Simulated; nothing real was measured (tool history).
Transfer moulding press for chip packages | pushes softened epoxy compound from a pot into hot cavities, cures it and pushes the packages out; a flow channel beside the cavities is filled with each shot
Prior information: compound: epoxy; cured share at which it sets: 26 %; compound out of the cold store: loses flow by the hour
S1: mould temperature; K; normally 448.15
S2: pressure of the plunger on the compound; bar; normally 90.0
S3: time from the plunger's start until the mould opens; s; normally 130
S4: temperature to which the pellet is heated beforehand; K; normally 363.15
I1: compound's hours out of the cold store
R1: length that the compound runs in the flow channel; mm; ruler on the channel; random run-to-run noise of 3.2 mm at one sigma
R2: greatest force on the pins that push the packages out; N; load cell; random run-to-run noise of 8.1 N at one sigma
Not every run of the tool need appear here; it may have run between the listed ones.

Run 1, hour 0.0: usual settings; I1 42.0. Result: R1 681 mm, R2 361 N.
Run 2, hour 15.3: usual settings; I1 28.3. Result: R1 725 mm, R2 370 N.
Run 3, hour 28.9: usual settings; I1 15.4. Result: R1 768 mm, R2 361 N.
Run 4, hour 38.6: usual settings; I1 9.9. Result: R1 790 mm, R2 372 N.
Run 5, hour 48.7: usual settings but S1 445.15 K; I1 13.8. Result: R1 790 mm, R2 423 N.
Run 6, hour 60.6: usual settings but S1 445.15 K; I1 19.6. Result: R1 769 mm, R2 417 N.
Run 7, hour 69.6: usual settings; I1 23.5. Result: R1 736 mm, R2 361 N.
Run 8, hour 80.5: usual settings; I1 29.6. Result: R1 727 mm, R2 364 N.
Run 9, hour 92.3: usual settings; I1 27.2. Result: R1 724 mm, R2 363 N.
Run 10, hour 98.8: usual settings but S4 367.15 K; I1 47.7. Result: R1 663 mm, R2 355 N.
At hour 107.5: cavities cleaned with cleaning compound and waxed.
Run 11, hour 115.2: usual settings but S4 367.15 K; I1 44.0. Result: R1 677 mm, R2 359 N.
Run 12, hour 122.4: usual settings but S2 77.8 bar; I1 14.7. Result: R1 721 mm, R2 365 N.
Run 13, hour 133.7: usual settings; I1 27.1. Result: R1 729 mm, R2 364 N.
Run 14, hour 147.2: usual settings; I1 20.2. Result: R1 753 mm, R2 381 N.
Run 15, hour 160.2: usual settings but S2 68.5 bar; I1 19.6. Result: R1 656 mm, R2 359 N.
Run 16, hour 172.3: usual settings but S2 68.5 bar; I1 46.5. Result: R1 585 mm, R2 366 N.
At hour 176.4: plunger's sealing rings changed.
Run 17, hour 184.9: usual settings but S1 444.15 K, S2 71.7 bar, S3 159 s, S4 353.15 K; I1 20.3. Result: R1 686 mm, R2 361 N.
Run 18, hour 194.0: usual settings but S1 444.15 K, S2 71.7 bar, S3 139 s, S4 353.15 K; I1 36.3. Result: R1 630 mm, R2 390 N.
Run 19, hour 208.5: usual settings but S4 370.15 K; I1 21.1. Result: R1 751 mm, R2 360 N.
At hour 218.1: cavities cleaned with cleaning compound and waxed.
Run 20, hour 224.5: usual settings but S2 91.4 bar, S4 366.15 K; I1 21.6. Result: R1 747 mm, R2 348 N.
Run 21, hour 236.7: usual settings but S2 91.4 bar, S4 366.15 K; I1 37.4. Result: R1 698 mm, R2 353 N.
Run 22, hour 244.1: usual settings but S2 91.4 bar, S4 366.15 K; I1 25.3. Result: R1 743 mm, R2 351 N.
Run 23, hour 251.9: usual settings but S2 91.4 bar, S4 366.15 K; I1 40.1. Result: R1 690 mm, R2 359 N.
Run 24, hour 260.8: usual settings but S2 91.4 bar, S4 366.15 K; I1 41.3. Result: R1 684 mm, R2 361 N.
At hour 265.6: mould's thermocouples calibrated.
Run 25, hour 275.5: usual settings but S3 118 s, S4 362.15 K; I1 21.4. Result: R1 743 mm, R2 415 N.
Run 26, hour 284.7: usual settings but S2 95.0 bar, S3 118 s, S4 364.15 K; I1 21.4. Result: R1 775 mm, R2 406 N.
Run 27, hour 299.4: usual settings but S1 441.15 K; I1 25.5. Result: R1 765 mm, R2 548 N.
Run 28, hour 314.1: usual settings but S1 449.15 K, S2 107.2 bar, S4 353.15 K; I1 41.8. Result: R1 734 mm, R2 357 N.
At hour 328.2: cavities cleaned with cleaning compound and waxed.
Run 29, hour 330.0: usual settings but S2 70.7 bar, S3 112 s; I1 16.6. Result: R1 677 mm, R2 441 N.

Predict each of these 3 candidate next runs independently; none follows another, all start after run 29:
Run A, hour 343.7: usual settings but S4 366.15 K; I1 46.3. Result: R1 ?, R2 ?.
Run B, hour 343.7: usual settings but S2 102.6 bar, S3 143 s; I1 23.7. Result: R1 ?, R2 ?.
Run C, hour 343.7: usual settings but S1 447.15 K, S2 70.7 bar, S3 112 s, S4 362.15 K; I1 34.0. Result: R1 ?, R2 ?.

run   R1   R2
  A  670  334
  B  789  333
  C  627  435
Had the tool no hidden state, the same runs would have come out as:
run   R1   R2
  A  670  331
  B  789  330
  C  627  431
